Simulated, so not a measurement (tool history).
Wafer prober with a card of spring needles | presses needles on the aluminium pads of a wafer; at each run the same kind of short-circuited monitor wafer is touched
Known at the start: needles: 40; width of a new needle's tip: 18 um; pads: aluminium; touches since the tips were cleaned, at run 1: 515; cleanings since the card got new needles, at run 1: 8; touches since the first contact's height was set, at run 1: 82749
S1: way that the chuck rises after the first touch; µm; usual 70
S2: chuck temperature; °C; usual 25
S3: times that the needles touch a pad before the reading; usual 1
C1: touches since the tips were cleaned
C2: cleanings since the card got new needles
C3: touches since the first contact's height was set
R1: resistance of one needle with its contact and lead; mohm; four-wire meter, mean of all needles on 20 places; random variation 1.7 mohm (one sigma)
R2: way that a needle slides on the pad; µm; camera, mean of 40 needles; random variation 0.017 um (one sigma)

run,hour,S1,S2,S3,C1,C2,C3,R1,R2
1,0,70,25,1,515,8,82749,177,13.9
2,9.4,70,25,1,5638,8,87872,193,13.88
# hour 16.4: tips cleaned on abrasive film
3,23,70,25,1,3558,9,95198,186,13.87
# hour 33.6: tips cleaned on abrasive film
4,37.4,70,25,1,2026,10,102954,185,13.84
5,48.1,84,25,1,7897,10,108825,186,16.68
# hour 50.9: tips cleaned on abrasive film
6,59.5,84,25,1,4650,11,114937,185,16.69
# hour 68.6: tips cleaned on abrasive film
7,77.4,62,25,1,4795,12,124618,196,12.23
# hour 85.5: tips cleaned on abrasive film
8,94.4,62,25,1,4834,13,133816,200,12.19
# hour 102.6: tips cleaned on abrasive film
9,109.5,70,25,1,3786,14,141981,189,13.8
# hour 119.2: tips cleaned on abrasive film
10,128.1,70,25,1,4841,15,152056,195,13.79
# hour 136.7: tips cleaned on abrasive film
11,141.5,70,25,1,2600,16,159266,187,13.77
# hour 153.2: tips cleaned on abrasive film
12,160,70,25,1,3721,17,169278,190,13.76
# hour 170.8: tips cleaned on abrasive film
13,175.7,70,25,1,2651,18,177753,189,13.77
14,185.9,70,25,1,8180,18,183282,201,13.78
# hour 187.6: tips cleaned on abrasive film
# hour 199.8: height of the first contact set anew
15,201.3,70,25,1,7285,19,816,192,14.01
# hour 205: tips cleaned on abrasive film
16,210.6,70,25,1,3020,20,5798,190,14.01
17,219.8,70,25,1,8020,20,10798,197,14.03
# hour 222.1: tips cleaned on abrasive film
18,235.3,72,25,2,7174,21,19187,186,14.38
# hour 238.8: tips cleaned on abrasive film
19,243,51,25,1,2233,22,23286,198,10.18
# hour 255.6: tips cleaned on abrasive film
20,255.6,70,30,3,0,23,30116,176,13.94
21,269.1,70,86,2,7359,23,37475,198,13.95
# hour 272.7: tips cleaned on abrasive film
22,287.7,70,83,1,8171,24,47506,205,13.95
# hour 289.3: tips cleaned on abrasive film
# hour 305.8: tips cleaned on abrasive film
23,305.8,58,25,3,0,26,57270,178,11.53
# hour 322.9: tips cleaned on abrasive film
24,323.2,58,25,3,151,27,66633,177,11.51
25,331.2,55,25,1,4543,27,71025,204,10.9
# hour 339.6: tips cleaned on abrasive film
26,347.1,55,25,1,4122,28,79619,200,10.88
# hour 356.5: tips cleaned on abrasive film
27,365.3,55,25,1,4788,29,89443,205,10.88
# hour 373: tips cleaned on abrasive film
28,373.3,55,25,1,163,30,93712,180,10.84
29,387.9,55,25,1,8122,30,101671,211,10.88
# hour 390.1: tips cleaned on abrasive film
30,401.3,55,25,1,6128,31,108927,213,10.87
# hour 406.8: tips cleaned on abrasive film
31,417.1,84,39,1,5568,32,117427,189,16.69
# hour 424: tips cleaned on abrasive film
32,432.9,84,39,1,4874,33,126008,187,16.67
# hour 440.9: tips cleaned on abrasive film
33,450.1,70,48,3,5003,34,135302,184,13.85

Hidden state or all else? Some run-to-run changes of R1, split into what the settings, what came in and random variation would give without the hidden state, and what is left for the hidden state (with any gauge scatter that isn't in both results):
The hidden state here: debris on the tips, nm; way that the needles fall short of the set height, um; tips' diameter, um; drift of the gauge itself on contact_mohm, %; drift of the gauge itself on scrub_um, %.
Run 22 -> 23: S1 70 -> 58, S2 83 -> 25, S3 1 -> 3, tips cleaned on abrasive film, tips cleaned on abrasive film. R1 -27 mohm: hidden state -20, all else -7.
Run 24 -> 25: S1 58 -> 55, S3 3 -> 1. R1 +27 mohm: hidden state +28, all else -1.
Run 27 -> 28: tips cleaned on abrasive film. R1 -25 mohm: hidden state -25, all else +0.
Run 28 -> 29: no setting changed, nothing entered. R1 +31 mohm: hidden state +33, all else -2.

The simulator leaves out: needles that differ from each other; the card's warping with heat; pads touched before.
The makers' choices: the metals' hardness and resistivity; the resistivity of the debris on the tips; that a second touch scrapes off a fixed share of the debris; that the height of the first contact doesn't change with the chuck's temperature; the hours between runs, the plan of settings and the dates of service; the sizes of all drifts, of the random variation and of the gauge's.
